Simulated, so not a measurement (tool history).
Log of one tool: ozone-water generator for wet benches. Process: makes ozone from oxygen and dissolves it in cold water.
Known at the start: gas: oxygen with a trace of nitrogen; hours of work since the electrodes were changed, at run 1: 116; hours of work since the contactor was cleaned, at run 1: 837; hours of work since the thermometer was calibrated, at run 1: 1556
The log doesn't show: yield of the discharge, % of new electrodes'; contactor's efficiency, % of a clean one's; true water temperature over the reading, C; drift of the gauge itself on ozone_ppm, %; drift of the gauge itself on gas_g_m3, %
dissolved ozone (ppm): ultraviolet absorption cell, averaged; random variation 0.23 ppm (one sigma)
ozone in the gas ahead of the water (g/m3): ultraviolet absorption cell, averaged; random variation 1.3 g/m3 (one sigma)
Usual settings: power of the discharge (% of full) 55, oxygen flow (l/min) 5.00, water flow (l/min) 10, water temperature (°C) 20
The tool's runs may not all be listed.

run,hour,power of the discharge (% of full),oxygen flow (l/min),water flow (l/min),water temperature (°C),hours of work since the electrodes were changed,hours of work since the contactor was cleaned,hours of work since the thermometer was calibrated,dissolved ozone (ppm),ozone in the gas ahead of the water (g/m3)
1,0.0,55,5.00,10,20,116,837,1556,35.4,232.8
2,155.0,55,4.00,10,20,252,973,1691,35.4,254.9
3,312.6,50,4.00,10,20,389,1110,1828,33.6,242.6
4,405.5,55,5.00,7,20,470,1191,1909,43.4,230.3
5,538.3,55,5.00,7,20,586,1307,2025,43.1,230.2
6,662.3,55,5.00,7,20,694,1415,2133,43.6,232.4

Forecast run 7:
7,790.3,43,4.42,10,20,806,1527,2245,?,?

{"run 7": {"dissolved ozone (ppm)": 30.7, "ozone in the gas ahead of the water (g/m3)": 210.8}}
Without the tool's hidden state the same run would have given dissolved ozone (ppm) 30.7, ozone in the gas ahead of the water (g/m3) 209.2.
